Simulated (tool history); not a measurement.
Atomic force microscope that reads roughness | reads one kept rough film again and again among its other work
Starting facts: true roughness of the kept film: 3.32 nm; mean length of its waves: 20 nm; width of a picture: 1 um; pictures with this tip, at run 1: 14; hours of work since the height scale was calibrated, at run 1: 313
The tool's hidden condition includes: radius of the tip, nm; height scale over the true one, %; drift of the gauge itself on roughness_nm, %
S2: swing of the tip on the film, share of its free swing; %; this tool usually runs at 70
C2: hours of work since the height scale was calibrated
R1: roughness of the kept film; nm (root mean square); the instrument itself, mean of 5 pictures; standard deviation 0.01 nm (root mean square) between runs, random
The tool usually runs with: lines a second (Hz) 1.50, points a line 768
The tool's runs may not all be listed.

run 1 day=0.000 | lines_a_second_(Hz)=1.50 S2=70 points_a_line=768 | pictures_with_this_tip=14 C2=313 | R1=2.017
run 2 day=2.567 | lines_a_second_(Hz)=1.50 S2=70 points_a_line=768 | pictures_with_this_tip=75 C2=345 | R1=1.439
-- day=3.592 new tip fitted
run 3 day=4.275 | lines_a_second_(Hz)=1.50 S2=70 points_a_line=768 | pictures_with_this_tip=16 C2=366 | R1=2.097
run 4 day=6.354 | lines_a_second_(Hz)=1.50 S2=70 points_a_line=768 | pictures_with_this_tip=65 C2=391 | R1=1.555
-- day=7.750 new tip fitted
run 5 day=7.750 | lines_a_second_(Hz)=1.50 S2=77 points_a_line=768 | pictures_with_this_tip=0 C2=408 | R1=2.204
run 6 day=10.500 | lines_a_second_(Hz)=3.83 S2=70 points_a_line=768 | pictures_with_this_tip=65 C2=442 | R1=1.322
-- day=11.912 new tip fitted
run 7 day=13.017 | lines_a_second_(Hz)=3.83 S2=70 points_a_line=768 | pictures_with_this_tip=26 C2=472 | R1=1.719
run 8 day=15.379 | lines_a_second_(Hz)=1.50 S2=70 points_a_line=768 | pictures_with_this_tip=82 C2=501 | R1=1.373
-- day=16.000 new tip fitted
run 9 day=17.700 | lines_a_second_(Hz)=1.50 S2=89 points_a_line=768 | pictures_with_this_tip=40 C2=529 | R1=1.561
run 10 day=19.075 | lines_a_second_(Hz)=1.50 S2=89 points_a_line=768 | pictures_with_this_tip=73 C2=546 | R1=1.314
-- day=20.075 new tip fitted
run 11 day=20.479 | lines_a_second_(Hz)=1.50 S2=89 points_a_line=768 | pictures_with_this_tip=9 C2=563 | R1=1.956
run 12 day=22.354 | lines_a_second_(Hz)=1.50 S2=89 points_a_line=768 | pictures_with_this_tip=54 C2=586 | R1=1.469
run 13 day=23.796 | lines_a_second_(Hz)=1.50 S2=89 points_a_line=768 | pictures_with_this_tip=88 C2=604 | R1=1.259
-- day=24.192 new tip fitted
run 14 day=25.521 | lines_a_second_(Hz)=1.50 S2=89 points_a_line=768 | pictures_with_this_tip=31 C2=625 | R1=1.700
run 15 day=28.092 | lines_a_second_(Hz)=1.50 S2=89 points_a_line=768 | pictures_with_this_tip=92 C2=656 | R1=1.226
-- day=28.342 new tip fitted
run 16 day=30.158 | lines_a_second_(Hz)=1.30 S2=70 points_a_line=768 | pictures_with_this_tip=43 C2=681 | R1=1.778
run 17 day=32.038 | lines_a_second_(Hz)=1.76 S2=70 points_a_line=768 | pictures_with_this_tip=88 C2=704 | R1=1.371
-- day=32.396 new tip fitted
run 18 day=33.829 | lines_a_second_(Hz)=1.76 S2=70 points_a_line=768 | pictures_with_this_tip=34 C2=726 | R1=1.771
run 19 day=34.967 | lines_a_second_(Hz)=1.76 S2=70 points_a_line=768 | pictures_with_this_tip=61 C2=740 | R1=1.518
-- day=36.492 new tip fitted
run 20 day=37.700 | lines_a_second_(Hz)=1.76 S2=70 points_a_line=768 | pictures_with_this_tip=29 C2=773 | R1=1.864
run 21 day=39.754 | lines_a_second_(Hz)=1.76 S2=70 points_a_line=768 | pictures_with_this_tip=77 C2=798 | R1=1.415
-- day=40.650 new tip fitted
run 22 day=41.296 | lines_a_second_(Hz)=1.76 S2=70 points_a_line=768 | pictures_with_this_tip=15 C2=817 | R1=1.999
run 23 day=43.838 | lines_a_second_(Hz)=1.80 S2=70 points_a_line=768 | pictures_with_this_tip=76 C2=848 | R1=1.382
-- day=44.846 new tip fitted
run 24 day=46.262 | lines_a_second_(Hz)=1.50 S2=70 points_a_line=768 | pictures_with_this_tip=33 C2=877 | R1=1.748
-- day=48.967 new tip fitted
run 25 day=48.967 | lines_a_second_(Hz)=1.50 S2=70 points_a_line=768 | pictures_with_this_tip=0 C2=910 | R1=2.217
run 26 day=51.054 | lines_a_second_(Hz)=1.50 S2=70 points_a_line=768 | pictures_with_this_tip=49 C2=936 | R1=1.573
run 27 day=52.838 | lines_a_second_(Hz)=1.86 S2=59 points_a_line=401 | pictures_with_this_tip=92 C2=958 | R1=1.324
-- day=53.029 new tip fitted
run 28 day=55.542 | lines_a_second_(Hz)=3.24 S2=59 points_a_line=401 | pictures_with_this_tip=59 C2=991 | R1=1.532
-- day=57.154 new tip fitted
run 29 day=58.233 | lines_a_second_(Hz)=3.24 S2=59 points_a_line=401 | pictures_with_this_tip=25 C2=1023 | R1=1.807
run 30 day=60.433 | lines_a_second_(Hz)=3.28 S2=74 points_a_line=768 | pictures_with_this_tip=77 C2=1050 | R1=1.241
-- day=61.308 new tip fitted
run 31 day=62.854 | lines_a_second_(Hz)=2.71 S2=74 points_a_line=768 | pictures_with_this_tip=37 C2=1080 | R1=1.644
run 32 day=64.375 | lines_a_second_(Hz)=1.18 S2=84 points_a_line=421 | pictures_with_this_tip=73 C2=1098 | R1=1.408
-- day=65.454 new tip fitted
run 33 day=66.179 | lines_a_second_(Hz)=1.96 S2=70 points_a_line=768 | pictures_with_this_tip=17 C2=1120 | R1=1.927
run 34 day=68.908 | lines_a_second_(Hz)=2.30 S2=80 points_a_line=768 | pictures_with_this_tip=82 C2=1154 | R1=1.220
-- day=69.575 new tip fitted
run 35 day=71.558 | lines_a_second_(Hz)=0.90 S2=87 points_a_line=323 | pictures_with_this_tip=47 C2=1186 | R1=1.559
run 36 day=73.212 | lines_a_second_(Hz)=0.90 S2=87 points_a_line=323 | pictures_with_this_tip=86 C2=1206 | R1=1.292
-- day=73.729 new tip fitted
run 37 day=75.592 | lines_a_second_(Hz)=2.39 S2=63 points_a_line=323 | pictures_with_this_tip=44 C2=1235 | R1=1.647
-- day=77.854 new tip fitted
run 38 day=78.229 | lines_a_second_(Hz)=1.81 S2=70 points_a_line=768 | pictures_with_this_tip=9 C2=1267 | R1=2.053
run 39 day=79.400 | lines_a_second_(Hz)=2.95 S2=71 points_a_line=362 | pictures_with_this_tip=37 C2=1281 | R1=1.610
-- day=82.075 new tip fitted
run 40 day=82.192 | lines_a_second_(Hz)=1.50 S2=58 points_a_line=796 | pictures_with_this_tip=3 C2=1315 | R1=2.249
run 41 day=83.617 | lines_a_second_(Hz)=2.57 S2=63 points_a_line=708 | pictures_with_this_tip=37 C2=1333 | R1=1.702
run 42 day=84.912 | lines_a_second_(Hz)=3.82 S2=70 points_a_line=435 | pictures_with_this_tip=67 C2=1349 | R1=1.318
-- day=86.262 new tip fitted
-- day=86.792 height scale calibrated on a step standard
run 43 day=87.742 | lines_a_second_(Hz)=2.70 S2=80 points_a_line=435 | pictures_with_this_tip=34 C2=12 | R1=1.629

Run 44, settings as shown, results not yet in. Your forecast:
run 44 day=89.654 | lines_a_second_(Hz)=0.68 S2=80 points_a_line=444 | pictures_with_this_tip=79 C2=35 | R1=?

R1: 1.454 nm (root mean square)
Minus the tool's unlogged condition, the same run would have read R1 2.317 nm (root mean square).

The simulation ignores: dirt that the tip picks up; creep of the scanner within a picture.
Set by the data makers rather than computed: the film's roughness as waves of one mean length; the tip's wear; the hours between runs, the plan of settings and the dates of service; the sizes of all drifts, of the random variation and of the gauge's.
